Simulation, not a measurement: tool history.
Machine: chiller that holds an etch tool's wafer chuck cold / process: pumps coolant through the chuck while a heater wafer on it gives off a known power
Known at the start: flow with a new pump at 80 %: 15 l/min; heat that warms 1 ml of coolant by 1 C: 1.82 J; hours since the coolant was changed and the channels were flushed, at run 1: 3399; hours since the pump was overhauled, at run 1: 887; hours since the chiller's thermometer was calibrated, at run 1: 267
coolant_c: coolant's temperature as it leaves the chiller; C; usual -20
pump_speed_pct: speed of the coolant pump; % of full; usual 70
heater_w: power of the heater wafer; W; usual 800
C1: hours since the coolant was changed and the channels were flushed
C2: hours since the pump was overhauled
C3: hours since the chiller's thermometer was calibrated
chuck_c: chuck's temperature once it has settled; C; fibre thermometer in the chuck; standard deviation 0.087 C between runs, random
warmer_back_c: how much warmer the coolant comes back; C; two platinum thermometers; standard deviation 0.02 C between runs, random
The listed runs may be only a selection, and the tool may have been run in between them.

{"run": 1, "hour": 0.0, "coolant_c": -20, "pump_speed_pct": 70, "heater_w": 800, "C1": 3399, "C2": 887, "C3": 267, "chuck_c": -13.42, "warmer_back_c": 2.05}
{"run": 2, "hour": 45.3, "coolant_c": -19, "pump_speed_pct": 70, "heater_w": 800, "C1": 3444, "C2": 932, "C3": 313, "chuck_c": -12.58, "warmer_back_c": 2.05}
{"run": 3, "hour": 82.0, "coolant_c": -19, "pump_speed_pct": 70, "heater_w": 800, "C1": 3481, "C2": 969, "C3": 349, "chuck_c": -12.61, "warmer_back_c": 2.03}
{"run": 4, "hour": 112.5, "coolant_c": -20, "pump_speed_pct": 94, "heater_w": 800, "C1": 3511, "C2": 999, "C3": 380, "chuck_c": -15.19, "warmer_back_c": 1.49}
{"run": 5, "hour": 145.6, "coolant_c": -20, "pump_speed_pct": 70, "heater_w": 800, "C1": 3544, "C2": 1032, "C3": 413, "chuck_c": -13.32, "warmer_back_c": 2.05}
{"run": 6, "hour": 192.9, "coolant_c": -20, "pump_speed_pct": 70, "heater_w": 800, "C1": 3592, "C2": 1080, "C3": 460, "chuck_c": -13.46, "warmer_back_c": 2.08}
{"run": 7, "hour": 241.7, "coolant_c": -20, "pump_speed_pct": 70, "heater_w": 800, "C1": 3640, "C2": 1128, "C3": 509, "chuck_c": -13.42, "warmer_back_c": 2.05}
{"run": 8, "hour": 265.7, "coolant_c": -20, "pump_speed_pct": 70, "heater_w": 800, "C1": 3664, "C2": 1153, "C3": 533, "chuck_c": -13.28, "warmer_back_c": 2.06}
{"run": 9, "hour": 305.3, "coolant_c": -20, "pump_speed_pct": 70, "heater_w": 800, "C1": 3704, "C2": 1192, "C3": 573, "chuck_c": -13.52, "warmer_back_c": 2.06}
{"run": 10, "hour": 338.1, "coolant_c": -21, "pump_speed_pct": 70, "heater_w": 800, "C1": 3737, "C2": 1225, "C3": 605, "chuck_c": -14.55, "warmer_back_c": 2.0}
{"run": 11, "hour": 358.8, "coolant_c": -20, "pump_speed_pct": 70, "heater_w": 800, "C1": 3758, "C2": 1246, "C3": 626, "chuck_c": -13.49, "warmer_back_c": 2.03}
{"run": 12, "hour": 390.3, "coolant_c": -27, "pump_speed_pct": 70, "heater_w": 800, "C1": 3789, "C2": 1277, "C3": 658, "chuck_c": -20.47, "warmer_back_c": 2.05}
{"run": 13, "hour": 419.5, "coolant_c": -19, "pump_speed_pct": 76, "heater_w": 1117, "C1": 3818, "C2": 1306, "C3": 687, "chuck_c": -10.56, "warmer_back_c": 2.6}
{"run": 14, "hour": 439.5, "coolant_c": -20, "pump_speed_pct": 70, "heater_w": 407, "C1": 3838, "C2": 1326, "C3": 707, "chuck_c": -16.56, "warmer_back_c": 1.04}
{"run": 15, "hour": 483.2, "coolant_c": -10, "pump_speed_pct": 70, "heater_w": 638, "C1": 3882, "C2": 1370, "C3": 750, "chuck_c": -4.73, "warmer_back_c": 1.65}
{"run": 16, "hour": 505.1, "coolant_c": -21, "pump_speed_pct": 91, "heater_w": 638, "C1": 3904, "C2": 1392, "C3": 772, "chuck_c": -17.07, "warmer_back_c": 1.23}
{"run": 17, "hour": 553.3, "coolant_c": -25, "pump_speed_pct": 91, "heater_w": 638, "C1": 3952, "C2": 1440, "C3": 821, "chuck_c": -20.89, "warmer_back_c": 1.23}
{"run": 18, "hour": 588.5, "coolant_c": -12, "pump_speed_pct": 65, "heater_w": 638, "C1": 3987, "C2": 1475, "C3": 856, "chuck_c": -6.25, "warmer_back_c": 1.78}
{"run": 19, "hour": 634.6, "coolant_c": -13, "pump_speed_pct": 81, "heater_w": 877, "C1": 4033, "C2": 1521, "C3": 902, "chuck_c": -6.68, "warmer_back_c": 1.93}
{"run": 20, "hour": 672.2, "coolant_c": -13, "pump_speed_pct": 64, "heater_w": 877, "C1": 4071, "C2": 1559, "C3": 939, "chuck_c": -5.29, "warmer_back_c": 2.49}
{"run": 21, "hour": 702.8, "coolant_c": -13, "pump_speed_pct": 64, "heater_w": 877, "C1": 4101, "C2": 1590, "C3": 970, "chuck_c": -5.09, "warmer_back_c": 2.49}

What if the next run were any one of these 3? Each begins from the tool's condition after run 21:
{"run": "A", "hour": 741.4, "coolant_c": -11, "pump_speed_pct": 92, "heater_w": 974, "C1": 4140, "C2": 1628, "C3": 1009, "chuck_c": "?", "warmer_back_c": "?"}
{"run": "B", "hour": 741.4, "coolant_c": -23, "pump_speed_pct": 64, "heater_w": 802, "C1": 4140, "C2": 1628, "C3": 1009, "chuck_c": "?", "warmer_back_c": "?"}
{"run": "C", "hour": 741.4, "coolant_c": -20, "pump_speed_pct": 70, "heater_w": 773, "C1": 4140, "C2": 1628, "C3": 1009, "chuck_c": "?", "warmer_back_c": "?"}

run=A chuck_c=-4.91 warmer_back_c=1.84
run=B chuck_c=-16.01 warmer_back_c=2.28
run=C chuck_c=-13.69 warmer_back_c=2.02
With no hidden state in the tool, these same runs would have given:
run=A chuck_c=-4.94 warmer_back_c=1.83
run=B chuck_c=-16.04 warmer_back_c=2.28
run=C chuck_c=-13.72 warmer_back_c=2.01
